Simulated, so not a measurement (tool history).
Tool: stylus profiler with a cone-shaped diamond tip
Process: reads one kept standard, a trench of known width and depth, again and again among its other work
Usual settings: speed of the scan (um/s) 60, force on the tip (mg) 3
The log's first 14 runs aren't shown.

run	hour	speed of the scan (um/s)	force on the tip (mg)	scans with this tip	hours of work since the height scale was calibrated	depth of the trench (nm)	width of the trench's floor (nm)
15	557.3	60	6	11858	50	1030.13	94300
16	608.8	60	3	12193	78	1018.79	94230
17	640.3	60	3	12399	94	1018.96	94250
18	693	60	3	12743	123	1018.94	94150
19	731.1	60	3	12991	143	1018.73	94200
20	771.6	60	3	13255	165	1018.84	94070
21	805.5	60	2.31	13476	183	1015.52	94010
22	843.4	60	2.31	13723	203	1015.5	94010
23	889.2	60	1.85	14022	228	1013.46	94020
24	929.8	60	7.46	14287	249	1034.53	94040
25	980.8	35	5.89	14619	277	1029.39	94020
26	1023.4	35	5.89	14897	299	1029.42	93920
27	1080.3	112	2.09	15267	330	1014.33	93580
28	1118.5	18	2.12	15517	350	1014.18	93940
29	1155.9	18	2.12	15760	370	1014.36	93840
30	1191.4	18	2.12	15992	389	1014.18	93870

Forecast run 31:
31	1241.4	44	3	16318	416	?	?

{"run 31": {"depth of the trench (nm)": 1018.03, "width of the trench's floor (nm)": 93780}}
Without the tool's hidden state the same run would have given depth of the trench (nm) 1019.16, width of the trench's floor (nm) 96430.
